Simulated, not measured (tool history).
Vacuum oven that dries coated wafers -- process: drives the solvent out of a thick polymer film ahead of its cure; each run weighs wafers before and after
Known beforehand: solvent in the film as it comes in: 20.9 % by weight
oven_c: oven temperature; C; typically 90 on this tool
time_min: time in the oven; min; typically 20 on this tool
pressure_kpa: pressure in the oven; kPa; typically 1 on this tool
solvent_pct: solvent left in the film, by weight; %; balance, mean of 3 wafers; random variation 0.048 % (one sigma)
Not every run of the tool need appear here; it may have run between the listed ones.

run   hour  oven_c  time_min  pressure_kpa  solvent_pct
  1      0      90        20             1         3.27
  2   36.2      90        12             1          5.9
  3   82.9      90        12             1          5.9
  4  113.4      83        20             1         5.34
  5  161.8      90        20             1          3.2
  6  216.1      96        20             1         1.89
  7    256      96        20          0.68         1.65
  8  288.6      96        20          0.68         1.64
  9  320.5      96        20          0.68         1.65
 10    366      96        20          0.68         1.66
 11  401.1      96        20          0.68         1.75
 12    430      96        20          0.68         1.71
 13  463.6      76        20          0.81         7.56

Predict the results of run 14:
 14  509.6      76        14          0.81            ?

Run 14 measured solvent_pct 9.57 %.
Had the tool carried no hidden state, the very same run would have given solvent_pct 9.71 %.

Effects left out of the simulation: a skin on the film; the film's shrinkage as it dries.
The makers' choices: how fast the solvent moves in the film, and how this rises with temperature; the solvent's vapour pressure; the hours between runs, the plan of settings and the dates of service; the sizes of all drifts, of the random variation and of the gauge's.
